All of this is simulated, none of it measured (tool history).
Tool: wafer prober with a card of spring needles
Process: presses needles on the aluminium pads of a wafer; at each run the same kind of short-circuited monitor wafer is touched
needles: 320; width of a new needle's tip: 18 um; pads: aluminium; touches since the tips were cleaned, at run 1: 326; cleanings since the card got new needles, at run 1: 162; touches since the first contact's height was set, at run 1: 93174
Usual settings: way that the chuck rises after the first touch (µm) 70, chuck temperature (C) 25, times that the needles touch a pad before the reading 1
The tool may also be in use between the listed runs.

run    hour  way that the chuck rises after the first touch (µm)  chuck temperature (C)  times that the needles touch a pad before the reading  touches since the tips were cleaned  cleanings since the card got new needles  touches since the first contact's height was set  resistance of one needle with its contact and lead (mohm)  way that a needle slides on the pad (µm)
  1     0.0                                                   70                     25                                                      1                                  326                                       162                                             93174                                                        151                                     11.64
        8.1  -- tips cleaned on abrasive film
       16.3  -- tips cleaned on abrasive film
       26.4  -- tips cleaned on abrasive film
       34.5  -- tips cleaned on abrasive film
  2    38.1                                                   70                     25                                                      1                                 1679                                       166                                            110962                                                        150                                     11.68
       44.2  -- tips cleaned on abrasive film
       54.4  -- tips cleaned on abrasive film
       60.7  -- height of the first contact set anew
       64.8  -- tips cleaned on abrasive film
       72.9  -- tips cleaned on abrasive film
       83.1  -- tips cleaned on abrasive film
       91.2  -- tips cleaned on abrasive film
  3    93.4                                                   50                     25                                                      1                                 1010                                       172                                             15222                                                        157                                      8.32
       99.5  -- tips cleaned on abrasive film
      107.6  -- tips cleaned on abrasive film
      117.8  -- tips cleaned on abrasive film
      127.9  -- tips cleaned on abrasive film
      136.0  -- tips cleaned on abrasive film
  4   142.4                                                   50                     25                                                      1                                 3003                                       177                                             38125                                                        158                                      8.31
      144.5  -- tips cleaned on abrasive film
      154.7  -- tips cleaned on abrasive film
      164.8  -- tips cleaned on abrasive film
      172.9  -- tips cleaned on abrasive film
      183.1  -- tips cleaned on abrasive film
      191.2  -- tips cleaned on abrasive film
  5   192.5                                                   50                     25                                                      1                                  622                                       183                                             61484                                                        155                                      8.35
      200.7  -- tips cleaned on abrasive film
      208.8  -- tips cleaned on abrasive film
      216.9  -- tips cleaned on abrasive film
      225.1  -- tips cleaned on abrasive film
      235.2  -- tips cleaned on abrasive film
      243.3  -- tips cleaned on abrasive film
      251.5  -- tips cleaned on abrasive film
      261.3  -- tips cleaned on abrasive film
  6   261.3                                                   70                     25                                                      1                                    0                                       191                                             93565                                                        152                                     11.70
      271.5  -- tips cleaned on abrasive film
      279.6  -- tips cleaned on abrasive film
      287.7  -- tips cleaned on abrasive film
      297.9  -- tips cleaned on abrasive film
      308.0  -- tips cleaned on abrasive film
      316.1  -- tips cleaned on abrasive film
  7   319.3                                                   70                     25                                                      1                                 1507                                       197                                            120652                                                        154                                     11.77
      321.6  -- height of the first contact set anew
      325.8  -- tips cleaned on abrasive film
      335.9  -- tips cleaned on abrasive film
      346.0  -- tips cleaned on abrasive film
      356.2  -- tips cleaned on abrasive film
  8   357.0                                                   70                     25                                                      1                                  385                                       201                                             16492                                                        151                                     11.77
      365.1  -- tips cleaned on abrasive film
      375.3  -- tips cleaned on abrasive film
      385.4  -- tips cleaned on abrasive film
      395.6  -- tips cleaned on abrasive film
      405.7  -- tips cleaned on abrasive film
  9   407.1                                                   70                     33                                                      1                                  676                                       206                                             39905                                                        154                                     11.79
      415.3  -- tips cleaned on abrasive film
      425.4  -- tips cleaned on abrasive film
      435.5  -- tips cleaned on abrasive film
      443.7  -- tips cleaned on abrasive film
      451.8  -- tips cleaned on abrasive film
      459.9  -- tips cleaned on abrasive film
      470.1  -- tips cleaned on abrasive film
      478.2  -- tips cleaned on abrasive film
 10   479.3                                                   70                     33                                                      1                                  514                                       214                                             73579                                                        154                                     11.81
      487.4  -- tips cleaned on abrasive film
      495.6  -- tips cleaned on abrasive film
      505.7  -- tips cleaned on abrasive film
      514.4  -- tips cleaned on abrasive film
 11   514.4                                                   70                     33                                                      1                                    0                                       218                                             89937                                                        152                                     11.83
      522.5  -- tips cleaned on abrasive film
      532.7  -- tips cleaned on abrasive film
      540.8  -- tips cleaned on abrasive film
      548.9  -- tips cleaned on abrasive film
      557.0  -- tips cleaned on abrasive film
 12   558.7                                                   56                     25                                                      1                                  767                                       223                                            110600                                                        155                                      9.48
      566.8  -- tips cleaned on abrasive film
      574.9  -- tips cleaned on abrasive film
      583.1  -- tips cleaned on abrasive film
      583.4  -- height of the first contact set anew
      593.5  -- tips cleaned on abrasive film
      601.7  -- tips cleaned on abrasive film
      611.8  -- tips cleaned on abrasive film
      621.9  -- tips cleaned on abrasive film
      632.1  -- tips cleaned on abrasive film
 13   633.8                                                   52                     92                                                      1                                  814                                       231                                             23552                                                        169                                      8.81
      641.9  -- tips cleaned on abrasive film
      650.1  -- tips cleaned on abrasive film
      658.2  -- tips cleaned on abrasive film
      670.2  -- card fitted with new needles
      680.3  -- tips cleaned on abrasive film
      688.5  -- tips cleaned on abrasive film
      698.6  -- tips cleaned on abrasive film
 14   703.2                                                   52                     92                                                      1                                 2174                                         3                                             15438                                                        170                                      8.79
      707.3  -- tips cleaned on abrasive film
      715.5  -- tips cleaned on abrasive film
      725.6  -- tips cleaned on abrasive film
      733.7  -- tips cleaned on abrasive film
      741.8  -- gauge calibrated
      741.9  -- tips cleaned on abrasive film
 15   747.5                                                   52                     92                                                      1                                 2677                                         8                                             36114                                                        170                                      8.70
      751.7  -- tips cleaned on abrasive film
      759.8  -- tips cleaned on abrasive film
      769.9  -- tips cleaned on abrasive film
      780.1  -- tips cleaned on abrasive film
      788.2  -- tips cleaned on abrasive film
      796.3  -- tips cleaned on abrasive film
      806.5  -- tips cleaned on abrasive film
 16   808.5                                                   52                     92                                                      1                                  950                                        15                                             64538                                                        167                                      8.67
      816.1  -- tips cleaned on abrasive film
      824.3  -- tips cleaned on abrasive film
      832.4  -- tips cleaned on abrasive film
      842.6  -- tips cleaned on abrasive film
      852.7  -- tips cleaned on abrasive film
      860.8  -- tips cleaned on abrasive film
 17   863.5                                                   77                     25                                                      1                                 1260                                        21                                             90202                                                        153                                     12.80
      869.6  -- tips cleaned on abrasive film
      879.8  -- tips cleaned on abrasive film
      889.9  -- tips cleaned on abrasive film
      898.0  -- tips cleaned on abrasive film
 18   902.8                                                   71                     45                                                      2                                 2235                                        25                                            108543                                                        156                                     11.87
      906.9  -- tips cleaned on abrasive film
      915.0  -- tips cleaned on abrasive film
      925.2  -- tips cleaned on abrasive film
      931.5  -- height of the first contact set anew
      935.6  -- tips cleaned on abrasive film
      945.7  -- tips cleaned on abrasive film
      953.9  -- tips cleaned on abrasive film
      964.0  -- tips cleaned on abrasive film
      972.2  -- tips cleaned on abrasive film
 19   972.9                                                   71                     45                                                      2                                  376                                        33                                             19325                                                        156                                     11.87
      981.1  -- tips cleaned on abrasive film
      989.2  -- tips cleaned on abrasive film
      999.4  -- tips cleaned on abrasive film
     1009.5  -- tips cleaned on abrasive film
     1017.6  -- tips cleaned on abrasive film
     1027.8  -- tips cleaned on abrasive film
     1037.9  -- tips cleaned on abrasive film
 20  1044.7                                                   71                     45                                                      2                                 3202                                        40                                             52844                                                        155                                     11.93
     1046.8  -- tips cleaned on abrasive film
     1057.0  -- tips cleaned on abrasive film
     1065.1  -- tips cleaned on abrasive film
     1073.2  -- tips cleaned on abrasive film
     1083.4  -- tips cleaned on abrasive film
     1091.5  -- tips cleaned on abrasive film
     1099.6  -- tips cleaned on abrasive film
     1109.8  -- tips cleaned on abrasive film
 21  1111.4                                                   71                     45                                                      2                                  789                                        48                                             83952                                                        156                                     11.93
     1119.6  -- tips cleaned on abrasive film
     1129.7  -- tips cleaned on abrasive film
     1137.8  -- tips cleaned on abrasive film
     1148.0  -- tips cleaned on abrasive film
     1156.1  -- tips cleaned on abrasive film
     1166.3  -- tips cleaned on abrasive film
     1174.4  -- tips cleaned on abrasive film
     1184.5  -- tips cleaned on abrasive film
 22  1186.3                                                   85                     35                                                      1                                  830                                        56                                            118890                                                        152                                     14.26

3 ways to go on from here, each from the tool as it stands after run 22. What would each give?
     1192.6  -- height of the first contact set anew
     1194.7  -- tips cleaned on abrasive film
     1204.9  -- tips cleaned on abrasive film
     1213.0  -- tips cleaned on abrasive film
     1223.1  -- tips cleaned on abrasive film
     1231.3  -- tips cleaned on abrasive film
     1241.4  -- tips cleaned on abrasive film
  A  1242.2                                                   85                     26                                                      2                                  353                                        62                                             23091                                                          ?                                         ?
     1192.6  -- height of the first contact set anew
     1194.7  -- tips cleaned on abrasive film
     1204.9  -- tips cleaned on abrasive film
     1213.0  -- tips cleaned on abrasive film
     1223.1  -- tips cleaned on abrasive film
     1231.3  -- tips cleaned on abrasive film
     1241.4  -- tips cleaned on abrasive film
  B  1242.2                                                   64                     94                                                      1                                  353                                        62                                             23091                                                          ?                                         ?
     1192.6  -- height of the first contact set anew
     1194.7  -- tips cleaned on abrasive film
     1204.9  -- tips cleaned on abrasive film
     1213.0  -- tips cleaned on abrasive film
     1223.1  -- tips cleaned on abrasive film
     1231.3  -- tips cleaned on abrasive film
     1241.4  -- tips cleaned on abrasive film
  C  1242.2                                                   70                     40                                                      1                                  353                                        62                                             23091                                                          ?                                         ?

run  resistance of one needle with its contact and lead (mohm)  way that a needle slides on the pad (µm)
  A                                                        151                                     14.39
  B                                                        168                                     10.75
  C                                                        155                                     11.81
Without the tool's hidden state the same runs would have given:
run  resistance of one needle with its contact and lead (mohm)  way that a needle slides on the pad (µm)
  A                                                        151                                     14.19
  B                                                        167                                     10.60
  C                                                        155                                     11.65
